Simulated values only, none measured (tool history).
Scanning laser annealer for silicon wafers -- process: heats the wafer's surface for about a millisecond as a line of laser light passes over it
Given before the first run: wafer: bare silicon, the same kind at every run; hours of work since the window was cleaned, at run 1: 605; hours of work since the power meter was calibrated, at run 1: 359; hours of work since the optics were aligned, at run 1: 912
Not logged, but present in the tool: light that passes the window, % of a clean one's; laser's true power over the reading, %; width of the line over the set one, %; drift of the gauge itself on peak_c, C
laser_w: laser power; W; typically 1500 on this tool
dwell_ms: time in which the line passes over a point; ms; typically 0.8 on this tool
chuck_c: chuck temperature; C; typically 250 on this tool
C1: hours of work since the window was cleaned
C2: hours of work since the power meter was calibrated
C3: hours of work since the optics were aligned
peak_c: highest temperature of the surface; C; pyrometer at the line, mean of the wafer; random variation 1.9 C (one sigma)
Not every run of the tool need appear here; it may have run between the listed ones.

run 1 hour=0 | laser_w=1500 dwell_ms=0.8 chuck_c=250 | C1=605 C2=359 C3=912 | peak_c=1098
run 2 hour=12.3 | laser_w=1500 dwell_ms=0.8 chuck_c=250 | C1=611 C2=366 C3=919 | peak_c=1097
run 3 hour=25.8 | laser_w=1500 dwell_ms=0.8 chuck_c=250 | C1=619 C2=373 C3=926 | peak_c=1096
run 4 hour=50 | laser_w=1500 dwell_ms=0.8 chuck_c=250 | C1=632 C2=386 C3=939 | peak_c=1100
run 5 hour=75.4 | laser_w=1500 dwell_ms=0.8 chuck_c=250 | C1=646 C2=400 C3=953 | peak_c=1099
run 6 hour=97.5 | laser_w=1500 dwell_ms=0.8 chuck_c=250 | C1=658 C2=412 C3=965 | peak_c=1098
run 7 hour=114 | laser_w=1500 dwell_ms=0.8 chuck_c=260 | C1=667 C2=421 C3=974 | peak_c=1109
run 8 hour=125.5 | laser_w=1500 dwell_ms=0.8 chuck_c=260 | C1=673 C2=427 C3=980 | peak_c=1105
run 9 hour=150.6 | laser_w=1500 dwell_ms=0.8 chuck_c=260 | C1=686 C2=440 C3=994 | peak_c=1110
run 10 hour=176.9 | laser_w=1500 dwell_ms=0.8 chuck_c=260 | C1=701 C2=455 C3=1008 | peak_c=1105
run 11 hour=194.8 | laser_w=1500 dwell_ms=0.8 chuck_c=249 | C1=710 C2=464 C3=1018 | peak_c=1093
run 12 hour=210.8 | laser_w=1500 dwell_ms=0.8 chuck_c=249 | C1=719 C2=473 C3=1026 | peak_c=1095
run 13 hour=226.2 | laser_w=1500 dwell_ms=0.8 chuck_c=249 | C1=727 C2=481 C3=1035 | peak_c=1098
run 14 hour=244.2 | laser_w=1500 dwell_ms=0.8 chuck_c=250 | C1=737 C2=491 C3=1044 | peak_c=1097
run 15 hour=267 | laser_w=1500 dwell_ms=0.8 chuck_c=250 | C1=749 C2=503 C3=1057 | peak_c=1097
run 16 hour=287.8 | laser_w=1500 dwell_ms=0.8 chuck_c=250 | C1=761 C2=515 C3=1068 | peak_c=1096
run 17 hour=300.4 | laser_w=1500 dwell_ms=0.86 chuck_c=250 | C1=767 C2=522 C3=1075 | peak_c=1127
run 18 hour=321.6 | laser_w=1500 dwell_ms=0.86 chuck_c=250 | C1=779 C2=533 C3=1086 | peak_c=1127
run 19 hour=344.9 | laser_w=1500 dwell_ms=0.8 chuck_c=250 | C1=792 C2=546 C3=1099 | peak_c=1094
run 20 hour=362 | laser_w=1400 dwell_ms=0.8 chuck_c=250 | C1=801 C2=555 C3=1108 | peak_c=1035
run 21 hour=374 | laser_w=1442 dwell_ms=0.8 chuck_c=250 | C1=807 C2=561 C3=1115 | peak_c=1057
run 22 hour=388.2 | laser_w=1442 dwell_ms=0.8 chuck_c=250 | C1=815 C2=569 C3=1122 | peak_c=1064
run 23 hour=408.5 | laser_w=1386 dwell_ms=0.8 chuck_c=274 | C1=826 C2=580 C3=1133 | peak_c=1049
run 24 hour=435.8 | laser_w=1386 dwell_ms=0.8 chuck_c=274 | C1=841 C2=595 C3=1148 | peak_c=1047
run 25 hour=464 | laser_w=1501 dwell_ms=0.885 chuck_c=250 | C1=856 C2=610 C3=1163 | peak_c=1141
run 26 hour=482.9 | laser_w=1500 dwell_ms=0.757 chuck_c=236 | C1=866 C2=620 C3=1174 | peak_c=1061
-- hour=499.9 window over the wafer cleaned
run 27 hour=513.2 | laser_w=1500 dwell_ms=0.829 chuck_c=282 | C1=7 C2=636 C3=1189 | peak_c=1147
run 28 hour=526 | laser_w=1500 dwell_ms=0.938 chuck_c=256 | C1=14 C2=643 C3=1196 | peak_c=1172
run 29 hour=539.5 | laser_w=1500 dwell_ms=0.671 chuck_c=271 | C1=21 C2=650 C3=1203 | peak_c=1050
run 30 hour=563.7 | laser_w=1301 dwell_ms=0.671 chuck_c=240 | C1=35 C2=663 C3=1216 | peak_c=904
run 31 hour=575.3 | laser_w=1499 dwell_ms=0.647 chuck_c=250 | C1=41 C2=669 C3=1223 | peak_c=1013
run 32 hour=597.2 | laser_w=1418 dwell_ms=0.647 chuck_c=273 | C1=53 C2=681 C3=1234 | peak_c=991
run 33 hour=612.1 | laser_w=1418 dwell_ms=0.647 chuck_c=273 | C1=61 C2=689 C3=1242 | peak_c=987
run 34 hour=638.6 | laser_w=1464 dwell_ms=0.764 chuck_c=270 | C1=75 C2=703 C3=1257 | peak_c=1077
run 35 hour=653.4 | laser_w=1302 dwell_ms=0.94 chuck_c=236 | C1=83 C2=712 C3=1265 | peak_c=1017
-- hour=669.7 optics aligned, line set to its width
run 36 hour=679.6 | laser_w=1500 dwell_ms=0.902 chuck_c=270 | C1=95 C2=723 C3=5 | peak_c=1168
run 37 hour=707.3 | laser_w=1562 dwell_ms=0.8 chuck_c=270 | C1=110 C2=738 C3=20 | peak_c=1160

Run 38 has not been measured yet. What should we expect?
run 38 hour=732.9 | laser_w=1562 dwell_ms=0.601 chuck_c=270 | C1=123 C2=752 C3=34 | peak_c=?

{"run 38": {"peak_c": 1042}}
The same run, on a tool lacking any hidden state, would have yielded peak_c 1042 C.
